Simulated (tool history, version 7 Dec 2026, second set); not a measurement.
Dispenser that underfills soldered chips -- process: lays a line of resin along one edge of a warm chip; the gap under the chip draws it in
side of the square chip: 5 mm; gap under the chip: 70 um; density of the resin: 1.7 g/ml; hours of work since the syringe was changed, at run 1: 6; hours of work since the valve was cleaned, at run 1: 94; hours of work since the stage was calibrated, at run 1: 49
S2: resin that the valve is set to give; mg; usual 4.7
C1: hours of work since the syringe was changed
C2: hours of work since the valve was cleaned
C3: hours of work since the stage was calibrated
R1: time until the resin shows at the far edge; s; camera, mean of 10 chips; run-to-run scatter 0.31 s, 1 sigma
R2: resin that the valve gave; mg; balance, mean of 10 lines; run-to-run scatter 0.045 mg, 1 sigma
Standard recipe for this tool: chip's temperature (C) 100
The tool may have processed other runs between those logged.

{"run": 1, "hour": 0.0, "chip's temperature (C)": 100, "S2": 4.7, "C1": 6, "C2": 94, "C3": 49, "R1": 10.3, "R2": 4.4}
{"hour": 2.8, "done": "new syringe of resin"}
{"run": 2, "hour": 5.9, "chip's temperature (C)": 100, "S2": 4.7, "C1": 2, "C2": 97, "C3": 52, "R1": 8.9, "R2": 4.4}
{"run": 3, "hour": 9.7, "chip's temperature (C)": 100, "S2": 4.91, "C1": 5, "C2": 100, "C3": 55, "R1": 10.1, "R2": 4.55}
{"run": 4, "hour": 13.7, "chip's temperature (C)": 98, "S2": 4.7, "C1": 7, "C2": 102, "C3": 57, "R1": 12, "R2": 4.35}
{"hour": 14.6, "done": "new syringe of resin"}
{"run": 5, "hour": 20.0, "chip's temperature (C)": 98, "S2": 4.7, "C1": 4, "C2": 106, "C3": 61, "R1": 9.9, "R2": 4.25}
{"run": 6, "hour": 25.4, "chip's temperature (C)": 100, "S2": 4.7, "C1": 7, "C2": 110, "C3": 65, "R1": 10.5, "R2": 4.24}
{"hour": 26.3, "done": "new syringe of resin"}
{"hour": 29.0, "done": "dispensing valve cleaned and set on the balance"}
{"run": 7, "hour": 31.3, "chip's temperature (C)": 100, "S2": 4.14, "C1": 3, "C2": 2, "C3": 68, "R1": 8.9, "R2": 4.07}
{"run": 8, "hour": 34.4, "chip's temperature (C)": 100, "S2": 4.14, "C1": 5, "C2": 4, "C3": 70, "R1": 10.6, "R2": 4.07}
{"run": 9, "hour": 37.5, "chip's temperature (C)": 100, "S2": 4.14, "C1": 7, "C2": 6, "C3": 72, "R1": 10.5, "R2": 4.15}
{"hour": 39.2, "done": "new syringe of resin"}
{"run": 10, "hour": 42.2, "chip's temperature (C)": 100, "S2": 4.14, "C1": 2, "C2": 9, "C3": 75, "R1": 8.7, "R2": 4.01}
{"run": 11, "hour": 44.7, "chip's temperature (C)": 100, "S2": 4.14, "C1": 4, "C2": 10, "C3": 77, "R1": 9.6, "R2": 4.15}
{"run": 12, "hour": 48.8, "chip's temperature (C)": 100, "S2": 4.48, "C1": 6, "C2": 13, "C3": 79, "R1": 10.6, "R2": 4.42}
{"hour": 51.0, "done": "new syringe of resin"}
{"run": 13, "hour": 54.2, "chip's temperature (C)": 100, "S2": 4.48, "C1": 2, "C2": 16, "C3": 83, "R1": 8.6, "R2": 4.37}
{"run": 14, "hour": 60.2, "chip's temperature (C)": 100, "S2": 4.48, "C1": 6, "C2": 20, "C3": 87, "R1": 10.5, "R2": 4.49}
{"hour": 62.8, "done": "new syringe of resin"}
{"run": 15, "hour": 63.6, "chip's temperature (C)": 100, "S2": 4.48, "C1": 0, "C2": 22, "C3": 89, "R1": 8.5, "R2": 4.41}
{"run": 16, "hour": 67.9, "chip's temperature (C)": 100, "S2": 4.48, "C1": 3, "C2": 25, "C3": 92, "R1": 9.6, "R2": 4.4}
{"run": 17, "hour": 72.6, "chip's temperature (C)": 100, "S2": 4.58, "C1": 6, "C2": 28, "C3": 95, "R1": 11, "R2": 4.46}
{"hour": 74.4, "done": "new syringe of resin"}
{"run": 18, "hour": 76.9, "chip's temperature (C)": 100, "S2": 4.58, "C1": 2, "C2": 31, "C3": 97, "R1": 8.4, "R2": 4.49}
{"run": 19, "hour": 81.6, "chip's temperature (C)": 107, "S2": 5.97, "C1": 5, "C2": 34, "C3": 101, "R1": 7.6, "R2": 5.86}
{"hour": 86.1, "done": "new syringe of resin"}
{"run": 20, "hour": 87.1, "chip's temperature (C)": 107, "S2": 5.97, "C1": 1, "C2": 37, "C3": 104, "R1": 5.9, "R2": 5.76}
{"run": 21, "hour": 90.8, "chip's temperature (C)": 107, "S2": 5.97, "C1": 3, "C2": 40, "C3": 106, "R1": 7.2, "R2": 5.79}
{"run": 22, "hour": 96.7, "chip's temperature (C)": 98, "S2": 5.38, "C1": 7, "C2": 44, "C3": 110, "R1": 11.2, "R2": 5.22}
{"hour": 97.9, "done": "new syringe of resin"}
{"run": 23, "hour": 100.9, "chip's temperature (C)": 98, "S2": 5.38, "C1": 2, "C2": 46, "C3": 113, "R1": 9.3, "R2": 5.12}
{"run": 24, "hour": 105.1, "chip's temperature (C)": 109, "S2": 5.35, "C1": 5, "C2": 49, "C3": 116, "R1": 6.7, "R2": 5.2}
{"run": 25, "hour": 109.0, "chip's temperature (C)": 93, "S2": 5.69, "C1": 7, "C2": 52, "C3": 118, "R1": 15.1, "R2": 5.4}
{"hour": 109.6, "done": "new syringe of resin"}
{"run": 26, "hour": 115.4, "chip's temperature (C)": 93, "S2": 5.87, "C1": 4, "C2": 56, "C3": 122, "R1": 12.4, "R2": 5.66}
{"run": 27, "hour": 120.3, "chip's temperature (C)": 95, "S2": 4.18, "C1": 7, "C2": 59, "C3": 126, "R1": 13.9, "R2": 4.02}
{"hour": 121.5, "done": "new syringe of resin"}
{"run": 28, "hour": 124.4, "chip's temperature (C)": 103, "S2": 4.23, "C1": 2, "C2": 61, "C3": 128, "R1": 8.3, "R2": 4}
{"run": 29, "hour": 129.5, "chip's temperature (C)": 100, "S2": 4.62, "C1": 5, "C2": 65, "C3": 131, "R1": 10.4, "R2": 4.39}
{"hour": 133.2, "done": "new syringe of resin"}
{"run": 30, "hour": 134.2, "chip's temperature (C)": 88, "S2": 4.7, "C1": 1, "C2": 68, "C3": 134, "R1": 14.9, "R2": 4.39}
{"run": 31, "hour": 140.0, "chip's temperature (C)": 88, "S2": 4.7, "C1": 5, "C2": 72, "C3": 138, "R1": 16.6, "R2": 4.45}
{"run": 32, "hour": 143.4, "chip's temperature (C)": 94, "S2": 6.04, "C1": 7, "C2": 74, "C3": 140, "R1": 13.3, "R2": 5.72}
{"hour": 145.1, "done": "new syringe of resin"}
{"run": 33, "hour": 147.2, "chip's temperature (C)": 94, "S2": 6.04, "C1": 1, "C2": 76, "C3": 143, "R1": 10.7, "R2": 5.71}
{"run": 34, "hour": 150.8, "chip's temperature (C)": 85, "S2": 4.27, "C1": 4, "C2": 79, "C3": 145, "R1": 19.3, "R2": 4.1}
{"run": 35, "hour": 155.8, "chip's temperature (C)": 107, "S2": 5.86, "C1": 7, "C2": 82, "C3": 148, "R1": 7.6, "R2": 5.49}
{"hour": 156.9, "done": "new syringe of resin"}
{"run": 36, "hour": 159.7, "chip's temperature (C)": 105, "S2": 4.7, "C1": 2, "C2": 84, "C3": 151, "R1": 7.2, "R2": 4.37}

Hidden state or all else? Some run-to-run changes of R1, split into what the settings, what came in and random variation would give without the hidden state, and what is left for the hidden state (with any gauge scatter that isn't in both results):
Unlogged tool condition in this case: resin's viscosity, % of fresh resin's; dose that the valve gives, % of what is set; true chip temperature over the reading, C; drift of the gauge itself on fill_s, %; drift of the gauge itself on given_mg, %.
Run 24 -> 25: chip's temperature (C) 109 -> 93, S2 5.35 -> 5.69. R1 +8.4 s: hidden state +2.6, all else +5.8.
Run 27 -> 28: chip's temperature (C) 95 -> 103, S2 4.18 -> 4.23, new syringe of resin. R1 -5.6 s: hidden state -2.6, all else -3.
Run 33 -> 34: chip's temperature (C) 94 -> 85, S2 6.04 -> 4.27. R1 +8.6 s: hidden state +2.4, all else +6.2.
Run 34 -> 35: chip's temperature (C) 85 -> 107, S2 4.27 -> 5.86. R1 -11.7 s: hidden state -1.3, all else -10.4.
